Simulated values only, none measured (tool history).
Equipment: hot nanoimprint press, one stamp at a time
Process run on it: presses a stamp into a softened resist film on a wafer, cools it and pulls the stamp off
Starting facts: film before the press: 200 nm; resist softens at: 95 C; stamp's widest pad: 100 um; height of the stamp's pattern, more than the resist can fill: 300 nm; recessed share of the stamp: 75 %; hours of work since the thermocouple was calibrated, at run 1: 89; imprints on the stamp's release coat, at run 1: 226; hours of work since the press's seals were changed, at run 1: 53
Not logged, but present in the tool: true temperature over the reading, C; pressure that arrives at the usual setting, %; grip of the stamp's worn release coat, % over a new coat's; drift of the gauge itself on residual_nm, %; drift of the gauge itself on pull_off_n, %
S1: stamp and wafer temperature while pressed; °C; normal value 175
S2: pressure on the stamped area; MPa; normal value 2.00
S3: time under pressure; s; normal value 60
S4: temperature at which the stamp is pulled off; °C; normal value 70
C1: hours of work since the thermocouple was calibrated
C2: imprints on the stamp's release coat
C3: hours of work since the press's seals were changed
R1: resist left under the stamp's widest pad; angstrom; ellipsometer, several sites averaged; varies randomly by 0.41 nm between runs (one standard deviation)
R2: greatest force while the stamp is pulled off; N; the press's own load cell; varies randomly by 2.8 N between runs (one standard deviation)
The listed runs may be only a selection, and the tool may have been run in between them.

run,hour,S1,S2,S3,S4,C1,C2,C3,R1,R2
1,0.0,175,2.00,60,70,89,226,53,995,132
2,3.9,175,2.00,60,70,91,236,55,999,132
3,9.0,175,2.00,60,70,94,248,58,990,137
4,13.2,175,2.00,60,70,96,257,60,999,134
5,18.8,175,2.00,60,70,99,271,63,1004,131
6,25.0,175,2.00,60,70,102,285,66,991,134
7,33.0,175,2.00,60,62,106,304,70,991,147
8,38.2,175,2.00,60,62,108,317,72,988,154
9,46.7,175,2.00,60,70,113,337,77,988,128
10,54.4,175,2.00,60,70,116,355,80,990,133
11,60.7,181,2.00,60,70,119,370,84,790,132
12,69.5,181,2.00,60,70,124,391,88,790,131
13,73.5,175,2.00,69,70,126,400,90,941,132
14,82.3,175,2.00,69,70,130,421,94,942,136
15,88.1,175,2.00,60,76,133,435,97,985,126
16,94.8,169,2.17,39,63,136,451,101,1311,152
17,101.2,169,1.93,93,63,140,466,104,1096,146
18,108.0,175,2.03,60,66,143,482,107,979,141
19,116.5,175,2.03,60,66,147,502,111,975,138
20,120.8,185,2.69,97,77,149,512,113,473,121
21,125.1,185,2.69,97,77,151,522,116,476,115
22,129.7,185,2.69,97,77,154,533,118,475,120
23,133.6,182,2.69,45,77,156,542,120,693,115
24,141.4,182,2.47,45,77,160,561,124,731,115
25,148.6,175,1.66,60,70,163,578,127,1081,133
26,155.0,175,1.66,60,70,166,593,130,1075,134
27,158.8,175,2.00,41,70,168,602,132,1091,129
28,165.4,172,2.20,60,77,171,618,136,1033,117
# hour 172.1: gauge calibrated
29,173.2,172,2.20,60,77,175,636,139,1060,114
30,179.1,172,2.20,60,77,178,650,142,1071,119

Hidden state at the last listed run before each entry between runs and at the first one after, where it differs:
Between runs 28 and 29: gauge calibrated (hour 172.1)
  drift of the gauge itself on residual_nm, %: -2.63 -> -0.02
  measured result minus the result with no hidden state, R1: -27 -> +1 angstrom
